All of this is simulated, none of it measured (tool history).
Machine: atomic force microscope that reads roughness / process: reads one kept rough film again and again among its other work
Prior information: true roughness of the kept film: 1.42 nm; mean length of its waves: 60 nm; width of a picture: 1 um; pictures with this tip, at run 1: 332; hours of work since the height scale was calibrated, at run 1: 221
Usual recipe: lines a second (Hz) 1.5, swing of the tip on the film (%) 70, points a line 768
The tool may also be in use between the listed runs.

| run | day | lines a second (Hz) | swing of the tip on the film (%) | points a line | pictures with this tip | hours of work since the height scale was calibrated | roughness of the kept film (nm (root mean square)) |
|---|---|---|---|---|---|---|---|
| 1 | 0 | 1.5 | 70 | 768 | 332 | 221 | 1.239 |
|  | 0.538 | new tip fitted |
| 2 | 0.658 | 1.5 | 70 | 768 | 6 | 231 | 1.281 |
| 3 | 1.375 | 1.5 | 70 | 768 | 42 | 241 | 1.273 |
| 4 | 1.883 | 1.5 | 67 | 768 | 67 | 249 | 1.303 |
| 5 | 2.804 | 1.5 | 67 | 768 | 114 | 262 | 1.279 |
| 6 | 3.288 | 1.5 | 67 | 768 | 138 | 269 | 1.282 |
| 7 | 3.733 | 1.5 | 67 | 768 | 160 | 276 | 1.28 |
| 8 | 4.108 | 1.5 | 70 | 768 | 179 | 281 | 1.261 |
| 9 | 4.858 | 1.5 | 70 | 768 | 217 | 292 | 1.251 |
| 10 | 5.571 | 1.5 | 70 | 768 | 253 | 303 | 1.258 |
| 11 | 5.95 | 1.5 | 70 | 768 | 272 | 309 | 1.267 |
| 12 | 6.492 | 1.5 | 70 | 768 | 299 | 316 | 1.259 |
| 13 | 6.946 | 1.5 | 90 | 768 | 322 | 323 | 1.102 |
| 14 | 7.442 | 1.5 | 64 | 428 | 346 | 330 | 1.282 |
|  | 7.738 | new tip fitted |
| 15 | 8.167 | 1.98 | 63 | 768 | 22 | 341 | 1.297 |
| 16 | 8.592 | 1.98 | 63 | 768 | 43 | 347 | 1.286 |
| 17 | 9.158 | 3.72 | 65 | 768 | 72 | 355 | 1.201 |
|  | 9.271 | height scale calibrated on a step standard |
| 18 | 9.812 | 3.72 | 88 | 768 | 103 | 8 | 0.885 |
| 19 | 10.725 | 0.95 | 70 | 830 | 148 | 21 | 1.311 |
| 20 | 11.575 | 0.95 | 70 | 830 | 191 | 34 | 1.301 |
| 21 | 12.396 | 0.71 | 70 | 473 | 232 | 46 | 1.31 |
| 22 | 12.817 | 1.38 | 70 | 927 | 253 | 52 | 1.26 |
| 23 | 13.529 | 1.5 | 79 | 452 | 289 | 63 | 1.181 |
| 24 | 14.254 | 2.02 | 87 | 452 | 326 | 73 | 1.057 |
|  | 14.483 | height scale calibrated on a step standard, once more |
|  | 14.983 | new tip fitted |
| 25 | 15.183 | 2.02 | 79 | 456 | 10 | 10 | 1.18 |

What if the next run were any one of these 3? Each begins from the tool's condition after run 25:
| A | 15.667 | 3.57 | 70 | 337 | 34 | 17 | ? |
| B | 15.667 | 2.02 | 79 | 958 | 34 | 17 | ? |
| C | 15.667 | 2.02 | 69 | 922 | 34 | 17 | ? |

| run | roughness of the kept film (nm (root mean square)) |
|---|---|
| A | 1.147 |
| B | 1.175 |
| C | 1.266 |
Without the tool's unlogged condition, the same runs would have read:
| run | roughness of the kept film (nm (root mean square)) |
|---|---|
| A | 1.151 |
| B | 1.18 |
| C | 1.271 |
